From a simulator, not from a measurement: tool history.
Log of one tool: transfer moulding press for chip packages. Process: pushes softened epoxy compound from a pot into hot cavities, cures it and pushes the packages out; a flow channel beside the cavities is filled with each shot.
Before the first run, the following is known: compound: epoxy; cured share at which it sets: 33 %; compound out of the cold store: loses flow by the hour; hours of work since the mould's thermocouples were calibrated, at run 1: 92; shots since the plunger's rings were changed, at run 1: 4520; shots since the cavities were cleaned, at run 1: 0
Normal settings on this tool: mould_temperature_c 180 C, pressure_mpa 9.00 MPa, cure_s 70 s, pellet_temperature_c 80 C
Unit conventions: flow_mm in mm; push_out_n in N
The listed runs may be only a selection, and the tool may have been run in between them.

| run | hour | mould_temperature_c | pressure_mpa | cure_s | pellet_temperature_c | hours of work since the mould's thermocouples were calibrated | shots since the plunger's rings were changed | shots since the cavities were cleaned | incoming compound's hours out of the cold store | flow_mm | push_out_n |
|---|---|---|---|---|---|---|---|---|---|---|---|
| 1 | 0.0 | 180 | 9.00 | 70 | 80 | 92 | 4520 | 0 | 40.6 | 738 | 346 |
| 2 | 4.5 | 180 | 7.71 | 70 | 80 | 95 | 4573 | 53 | 31.2 | 720 | 420 |
| 3 | 12.7 | 180 | 9.00 | 70 | 80 | 99 | 4670 | 150 | 26.1 | 795 | 516 |
| 4 | 17.3 | 180 | 9.00 | 70 | 80 | 102 | 4724 | 204 | 43.8 | 721 | 554 |
|  | 26.8 | plunger's sealing rings changed |
| 5 | 28.1 | 180 | 9.00 | 70 | 80 | 106 | 15 | 302 | 23.8 | 833 | 663 |
| 6 | 36.7 | 180 | 9.00 | 70 | 80 | 111 | 116 | 403 | 46.4 | 734 | 656 |
| 7 | 40.4 | 180 | 9.00 | 70 | 80 | 113 | 160 | 447 | 32.3 | 788 | 730 |
| 8 | 49.2 | 180 | 9.00 | 70 | 80 | 118 | 264 | 551 | 41.5 | 754 | 725 |
| 9 | 56.5 | 180 | 10.38 | 70 | 80 | 122 | 349 | 636 | 45.0 | 790 | 747 |
| 10 | 64.0 | 180 | 10.38 | 70 | 80 | 126 | 438 | 725 | 31.5 | 854 | 742 |
|  | 68.3 | cavities cleaned with cleaning compound and waxed |
| 11 | 72.1 | 180 | 10.38 | 70 | 80 | 130 | 516 | 45 | 20.0 | 917 | 443 |
| 12 | 76.1 | 180 | 10.38 | 70 | 80 | 132 | 564 | 93 | 24.3 | 887 | 503 |
| 13 | 85.0 | 180 | 9.00 | 70 | 86 | 137 | 669 | 198 | 35.8 | 772 | 550 |
| 14 | 89.8 | 180 | 9.00 | 70 | 78 | 140 | 724 | 253 | 21.8 | 835 | 635 |
| 15 | 97.7 | 180 | 9.00 | 70 | 78 | 144 | 818 | 347 | 13.3 | 881 | 729 |
| 16 | 102.4 | 183 | 9.00 | 70 | 74 | 147 | 874 | 403 | 20.5 | 831 | 607 |
| 17 | 109.1 | 175 | 7.92 | 68 | 90 | 151 | 952 | 481 | 10.9 | 856 | 1199 |
| 18 | 115.7 | 175 | 7.92 | 68 | 90 | 155 | 1030 | 559 | 45.0 | 703 | 1015 |
| 19 | 121.3 | 175 | 7.92 | 68 | 90 | 158 | 1096 | 625 | 16.9 | 828 | 1215 |
| 20 | 129.9 | 175 | 7.92 | 68 | 90 | 162 | 1197 | 726 | 17.8 | 822 | 1218 |
|  | 133.9 | cavities cleaned with cleaning compound and waxed |
| 21 | 136.1 | 183 | 10.24 | 70 | 87 | 165 | 1253 | 26 | 15.6 | 913 | 346 |
| 22 | 143.3 | 183 | 10.24 | 70 | 87 | 169 | 1338 | 111 | 21.7 | 877 | 425 |
| 23 | 149.4 | 183 | 10.24 | 70 | 87 | 172 | 1410 | 183 | 25.9 | 868 | 455 |
| 24 | 155.3 | 176 | 10.24 | 78 | 87 | 176 | 1478 | 251 | 24.7 | 895 | 636 |
| 25 | 160.4 | 180 | 9.00 | 70 | 72 | 179 | 1539 | 312 | 23.6 | 823 | 678 |
| 26 | 167.8 | 180 | 8.01 | 73 | 88 | 183 | 1626 | 399 | 15.3 | 817 | 641 |
| 27 | 173.1 | 180 | 7.30 | 70 | 80 | 186 | 1689 | 462 | 44.5 | 661 | 642 |
| 28 | 181.3 | 187 | 7.30 | 70 | 74 | 190 | 1785 | 558 | 45.5 | 640 | 556 |
| 29 | 188.5 | 187 | 9.05 | 59 | 75 | 194 | 1870 | 643 | 19.2 | 833 | 738 |
| 30 | 193.7 | 187 | 9.05 | 59 | 75 | 197 | 1932 | 705 | 45.8 | 715 | 753 |

3 options for the next run, each taken on its own from the tool as it stands now. Forecast them:
|  | 199.8 | cavities cleaned with cleaning compound and waxed |
| A | 202.4 | 185 | 9.05 | 85 | 73 | 201 | 2017 | 31 | 18.8 | ? | ? |
|  | 199.8 | cavities cleaned with cleaning compound and waxed |
| B | 202.4 | 174 | 6.93 | 70 | 87 | 201 | 2017 | 31 | 45.2 | ? | ? |
|  | 199.8 | cavities cleaned with cleaning compound and waxed |
| C | 202.4 | 180 | 10.14 | 50 | 76 | 201 | 2017 | 31 | 41.8 | ? | ? |

| run | flow_mm | push_out_n |
|---|---|---|
| A | 834 | 282 |
| B | 649 | 585 |
| C | 799 | 986 |
Without the tool's hidden state the same runs would have given:
| run | flow_mm | push_out_n |
|---|---|---|
| A | 847 | 247 |
| B | 659 | 511 |
| C | 811 | 862 |
